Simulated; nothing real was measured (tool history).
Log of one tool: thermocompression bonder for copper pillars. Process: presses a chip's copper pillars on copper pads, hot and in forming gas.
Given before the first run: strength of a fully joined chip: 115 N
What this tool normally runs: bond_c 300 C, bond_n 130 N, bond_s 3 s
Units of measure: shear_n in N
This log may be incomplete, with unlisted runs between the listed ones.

run,day,bond_c,bond_n,bond_s,shear_n
1,0,300,130,3,69.5
# day 0.925: forming gas filter changed
2,1.996,300,130,3,74.4
3,3.425,300,130,3,74.3
4,4.688,300,94,3,58
5,6.492,299,94,3,54.8
6,8.233,300,130,3,70.4
7,10.046,300,130,3,70
8,11.4,300,130,3,68
9,13.029,300,130,3,66.3
# day 13.492: forming gas filter changed
10,14.2,300,130,3,74
11,15.154,300,130,3,73
12,16.8,320,130,3,83.9
13,18.604,320,130,3,81.7
14,20.283,320,130,3,82.2
15,21.846,306,181,5,92.9
16,23.062,310,104,2,55.3
17,24.579,300,130,5,76.4
# day 26.058: forming gas filter changed
18,26.058,300,130,5,85.7
19,27.483,270,107,3,46.5
20,28.383,270,107,3,45.8
21,29.942,270,107,3,45.4
22,31.608,290,141,3,68.3
23,33.375,282,141,3,61.4
24,34.325,284,170,3,71.5

Alternative continuations, all from the tool just after run 24; predict every row:
A,35.533,270,130,2,?
B,35.533,329,130,3,?
C,35.533,274,171,2,?
D,35.533,317,99,4,?
E,35.533,284,97,8,?

run,shear_n
A,43.1
B,81.6
C,56
D,69.3
E,61.8
Had the tool no hidden state, the same runs would have come out as:
run,shear_n
A,49.9
B,91.5
C,64.5
D,78.5
E,70.8
